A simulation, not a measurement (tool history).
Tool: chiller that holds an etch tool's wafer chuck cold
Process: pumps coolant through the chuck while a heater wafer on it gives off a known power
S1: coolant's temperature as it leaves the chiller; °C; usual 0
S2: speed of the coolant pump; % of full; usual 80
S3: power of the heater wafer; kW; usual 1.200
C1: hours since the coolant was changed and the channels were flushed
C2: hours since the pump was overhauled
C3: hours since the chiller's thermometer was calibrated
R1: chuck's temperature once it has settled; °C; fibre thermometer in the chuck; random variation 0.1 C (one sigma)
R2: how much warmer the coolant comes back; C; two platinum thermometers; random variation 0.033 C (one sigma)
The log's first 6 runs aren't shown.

| run | hour | S1 | S2 | S3 | C1 | C2 | C3 | R1 | R2 |
|---|---|---|---|---|---|---|---|---|---|
| 7 | 713.7 | 0 | 80 | 1.200 | 5462 | 2484 | 291 | 15.0 | 4.24 |
| 8 | 794.5 | 0 | 80 | 1.200 | 5543 | 2565 | 371 | 15.1 | 4.33 |
| 9 | 931.0 | 0 | 80 | 1.200 | 5679 | 2702 | 508 | 15.1 | 4.25 |
| 10 | 1069.3 | 0 | 80 | 1.200 | 5818 | 2840 | 646 | 15.0 | 4.31 |
| 11 | 1186.7 | 0 | 80 | 1.200 | 5935 | 2957 | 764 | 15.2 | 4.31 |
| 12 | 1350.1 | -5 | 80 | 1.200 | 6098 | 3121 | 927 | 10.0 | 4.31 |
| 13 | 1509.1 | -5 | 80 | 1.200 | 6257 | 3280 | 1086 | 10.0 | 4.28 |
| 14 | 1596.6 | -5 | 80 | 1.200 | 6345 | 3367 | 1173 | 10.2 | 4.34 |
| 15 | 1752.2 | -5 | 80 | 1.200 | 6500 | 3523 | 1329 | 10.2 | 4.29 |
| 16 | 1871.1 | -5 | 80 | 1.200 | 6619 | 3642 | 1448 | 10.3 | 4.31 |
| 17 | 1964.0 | -5 | 71 | 1.200 | 6712 | 3735 | 1541 | 11.4 | 4.89 |
| 18 | 2070.4 | -1 | 71 | 0.740 | 6819 | 3841 | 1647 | 9.2 | 3.01 |
| 19 | 2240.9 | -1 | 71 | 0.740 | 6989 | 4012 | 1818 | 8.9 | 3.06 |
| 20 | 2310.7 | -4 | 76 | 1.389 | 7059 | 4081 | 1888 | 14.3 | 5.33 |
| 21 | 2443.0 | -4 | 76 | 1.389 | 7191 | 4214 | 2020 | 14.4 | 5.31 |
| 22 | 2547.7 | -9 | 98 | 0.650 | 7296 | 4318 | 2125 | -1.8 | 1.92 |
| 23 | 2691.3 | 6 | 69 | 1.200 | 7440 | 4462 | 2268 | 22.8 | 5.09 |
| 24 | 2782.1 | -2 | 72 | 0.990 | 7530 | 4553 | 2359 | 11.5 | 3.99 |
| 25 | 2917.6 | -2 | 72 | 0.990 | 7666 | 4688 | 2494 | 11.5 | 4.05 |
| 26 | 3050.8 | -2 | 72 | 0.990 | 7799 | 4822 | 2628 | 11.7 | 3.99 |
| 27 | 3128.5 | 0 | 80 | 1.765 | 7877 | 4899 | 2705 | 22.8 | 6.46 |
| 28 | 3251.3 | 0 | 80 | 0.707 | 8000 | 5022 | 2828 | 9.1 | 2.59 |
| 29 | 3387.1 | 3 | 76 | 1.106 | 8135 | 5158 | 2964 | 17.7 | 4.31 |
| 30 | 3526.2 | 5 | 67 | 1.071 | 8274 | 5297 | 3103 | 20.5 | 4.71 |
| 31 | 3640.3 | -1 | 98 | 1.529 | 8389 | 5411 | 3217 | 16.6 | 4.59 |

4 ways to go on from here, each from the tool as it stands after run 31. What would each give?
| A | 3805.4 | 6 | 70 | 1.664 | 8554 | 5576 | 3382 | ? | ? |
| B | 3805.4 | 1 | 93 | 1.334 | 8554 | 5576 | 3382 | ? | ? |
| C | 3805.4 | -1 | 61 | 1.529 | 8554 | 5576 | 3382 | ? | ? |
| D | 3805.4 | 3 | 82 | 1.529 | 8554 | 5576 | 3382 | ? | ? |

| run | R1 | R2 |
|---|---|---|
| A | 29.7 | 7.05 |
| B | 16.7 | 4.13 |
| C | 22.9 | 7.42 |
| D | 22.6 | 5.54 |
Without the tool's hidden state the same runs would have given:
| run | R1 | R2 |
|---|---|---|
| A | 26.6 | 6.72 |
| B | 14.7 | 3.93 |
| C | 19.8 | 7.07 |
| D | 20.0 | 5.28 |
